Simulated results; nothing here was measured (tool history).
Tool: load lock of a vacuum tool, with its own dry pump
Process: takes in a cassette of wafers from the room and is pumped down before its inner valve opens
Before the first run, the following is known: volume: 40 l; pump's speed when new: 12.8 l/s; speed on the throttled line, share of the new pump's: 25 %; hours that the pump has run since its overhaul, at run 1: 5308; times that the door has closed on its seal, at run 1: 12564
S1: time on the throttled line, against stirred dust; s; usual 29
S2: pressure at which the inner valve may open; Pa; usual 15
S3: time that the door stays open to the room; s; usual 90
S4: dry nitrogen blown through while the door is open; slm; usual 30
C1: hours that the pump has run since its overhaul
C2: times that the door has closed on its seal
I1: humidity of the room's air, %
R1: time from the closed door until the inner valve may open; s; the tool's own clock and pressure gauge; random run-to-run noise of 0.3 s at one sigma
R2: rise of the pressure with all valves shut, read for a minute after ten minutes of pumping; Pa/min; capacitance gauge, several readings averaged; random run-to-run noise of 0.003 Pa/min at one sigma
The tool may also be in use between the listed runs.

run	day	S1	S2	S3	S4	C1	C2	I1	R1	R2
1	0.000	29	15	90	30	5308	12564	45.9	48.9	0.047
2	10.521	29	15	90	30	5560	13533	44.5	49.1	0.045
3	18.600	29	15	90	30	5754	14277	42.9	49.5	0.037
4	28.346	29	15	90	30	5988	15175	43.7	49.1	0.044
5	39.158	29	15	90	30	6247	16172	44.2	49.1	0.043
6	45.771	29	23	90	30	6406	16781	44.9	48.4	0.045
7	54.221	29	25	90	30	6609	17560	48.5	47.2	0.045

What will run 8 give?
8	63.667	29	25	90	30	6836	18430	47.1	?	?

R1: 47.4 s
R2: 0.047 Pa/min
With the hidden condition absent and the run-to-run variation left alone, this run would have shown R1 47.4 s, R2 0.046 Pa/min.

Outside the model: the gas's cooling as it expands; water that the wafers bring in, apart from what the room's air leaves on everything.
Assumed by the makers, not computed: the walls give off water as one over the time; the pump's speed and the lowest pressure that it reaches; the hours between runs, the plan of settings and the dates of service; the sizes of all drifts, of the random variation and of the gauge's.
